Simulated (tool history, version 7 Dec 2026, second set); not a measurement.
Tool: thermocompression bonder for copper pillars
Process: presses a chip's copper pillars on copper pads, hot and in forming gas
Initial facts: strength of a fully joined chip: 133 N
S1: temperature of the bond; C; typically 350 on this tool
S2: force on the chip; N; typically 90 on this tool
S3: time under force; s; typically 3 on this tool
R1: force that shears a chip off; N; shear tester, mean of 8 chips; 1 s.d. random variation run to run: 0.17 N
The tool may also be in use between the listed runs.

run	hour	S1	S2	S3	R1
1	0	350	90	3	57.6
2	18.6	348	90	3	56.5
3	41.9	350	90	3	57.5
4	81.3	350	90	3	59.2
5	118.7	346	90	3	56.3
6	155.7	346	90	3	56.1
7	183	346	90	3	56
8	221.7	350	90	3	59.1
9	259.4	350	90	3	58.6
10	284.9	350	90	3	58.7
11	305.4	350	90	3	58.6
12	332	350	90	3	58.8
13	359.4	350	90	3	58.4
14	390.1	351	58	8	69.3
15	420.8	369	98	2	64.3
16	447.3	369	98	8	96.8
17	488.3	371	131	3	83.7
18	517.8	331	124	3	54.3
19	537.9	331	124	3	54.1
20	568.1	344	98	4	63.2
21	602.5	355	90	3	61.6
22	622.1	376	90	9	101.3
23	639.4	376	90	9	101
24	678	361	90	7	85.7
25	715.2	360	64	7	74.8

Not shown here: 1 entry made in the log between runs. Locate each between two listed runs and compare the hidden state at the listed run before it with the hidden state at the listed run after it:
Runs 3 to 4: forming gas filter changed (hour 63.1)
  true temperature of the bond over the reading, C: 2.8 -> 2.9; force that reaches the chip, % of what is set: 99.7 -> 99.6; oxide that the forming gas leaves, % of the face: 2.8 -> 0.75
  the result without the hidden state subtracted from the measured one, R1: +0.4 -> +1.6 N
